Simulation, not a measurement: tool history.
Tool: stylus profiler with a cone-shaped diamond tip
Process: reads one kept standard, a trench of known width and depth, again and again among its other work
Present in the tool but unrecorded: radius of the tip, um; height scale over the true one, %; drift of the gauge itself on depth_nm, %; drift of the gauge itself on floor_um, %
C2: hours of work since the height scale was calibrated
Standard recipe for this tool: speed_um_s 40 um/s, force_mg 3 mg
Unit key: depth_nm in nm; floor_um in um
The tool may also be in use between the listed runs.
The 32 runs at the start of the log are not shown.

{"run": 33, "hour": 1717.2, "speed_um_s": 91, "force_mg": 4.79, "scans with this tip": 2285, "C2": 178, "depth_nm": 512.24, "floor_um": 96.77}
{"run": 34, "hour": 1786.1, "speed_um_s": 78, "force_mg": 1.91, "scans with this tip": 2847, "C2": 222, "depth_nm": 506.55, "floor_um": 96.61}
{"run": 35, "hour": 1818.4, "speed_um_s": 78, "force_mg": 1.91, "scans with this tip": 3110, "C2": 243, "depth_nm": 506.67, "floor_um": 96.47}
{"run": 36, "hour": 1858.5, "speed_um_s": 138, "force_mg": 4.42, "scans with this tip": 3438, "C2": 268, "depth_nm": 511.64, "floor_um": 96.42}
{"run": 37, "hour": 1890.2, "speed_um_s": 40, "force_mg": 1.23, "scans with this tip": 3696, "C2": 289, "depth_nm": 504.81, "floor_um": 96.68}
{"run": 38, "hour": 1922.0, "speed_um_s": 60, "force_mg": 7.73, "scans with this tip": 3956, "C2": 309, "depth_nm": 517.09, "floor_um": 96.83}
{"run": 39, "hour": 1990.9, "speed_um_s": 60, "force_mg": 7.73, "scans with this tip": 4518, "C2": 353, "depth_nm": 516.72, "floor_um": 96.77}
{"run": 40, "hour": 2044.6, "speed_um_s": 60, "force_mg": 7.73, "scans with this tip": 4957, "C2": 387, "depth_nm": 516.73, "floor_um": 96.73}
{"run": 41, "hour": 2104.1, "speed_um_s": 40, "force_mg": 1.79, "scans with this tip": 5442, "C2": 425, "depth_nm": 505.96, "floor_um": 96.64}
{"run": 42, "hour": 2141.8, "speed_um_s": 40, "force_mg": 1.79, "scans with this tip": 5750, "C2": 449, "depth_nm": 505.85, "floor_um": 96.63}
{"run": 43, "hour": 2202.7, "speed_um_s": 40, "force_mg": 1.79, "scans with this tip": 6247, "C2": 488, "depth_nm": 506.03, "floor_um": 96.54}
{"run": 44, "hour": 2264.7, "speed_um_s": 21, "force_mg": 2.37, "scans with this tip": 6753, "C2": 527, "depth_nm": 507.02, "floor_um": 96.63}
{"run": 45, "hour": 2295.9, "speed_um_s": 19, "force_mg": 2.37, "scans with this tip": 7007, "C2": 547, "depth_nm": 506.91, "floor_um": 96.67}
{"run": 46, "hour": 2350.9, "speed_um_s": 19, "force_mg": 2.37, "scans with this tip": 7456, "C2": 582, "depth_nm": 506.94, "floor_um": 96.63}

Here are 4 independent what-if runs from the current tool condition. What would each one return?
{"run": "A", "hour": 2389.4, "speed_um_s": 52, "force_mg": 2.37, "scans with this tip": 7770, "C2": 607, "depth_nm": "?", "floor_um": "?"}
{"run": "B", "hour": 2389.4, "speed_um_s": 93, "force_mg": 3, "scans with this tip": 7770, "C2": 607, "depth_nm": "?", "floor_um": "?"}
{"run": "C", "hour": 2389.4, "speed_um_s": 23, "force_mg": 1.22, "scans with this tip": 7770, "C2": 607, "depth_nm": "?", "floor_um": "?"}
{"run": "D", "hour": 2389.4, "speed_um_s": 27, "force_mg": 3, "scans with this tip": 7770, "C2": 607, "depth_nm": "?", "floor_um": "?"}

run=A depth_nm=506.92 floor_um=96.41
run=B depth_nm=508.39 floor_um=96.16
run=C depth_nm=503.98 floor_um=96.52
run=D depth_nm=508.11 floor_um=96.53
What these runs would have given with no unlogged condition in the tool:
run=A depth_nm=507.85 floor_um=97.06
run=B depth_nm=509.32 floor_um=96.81
run=C depth_nm=504.91 floor_um=97.16
run=D depth_nm=509.05 floor_um=97.17

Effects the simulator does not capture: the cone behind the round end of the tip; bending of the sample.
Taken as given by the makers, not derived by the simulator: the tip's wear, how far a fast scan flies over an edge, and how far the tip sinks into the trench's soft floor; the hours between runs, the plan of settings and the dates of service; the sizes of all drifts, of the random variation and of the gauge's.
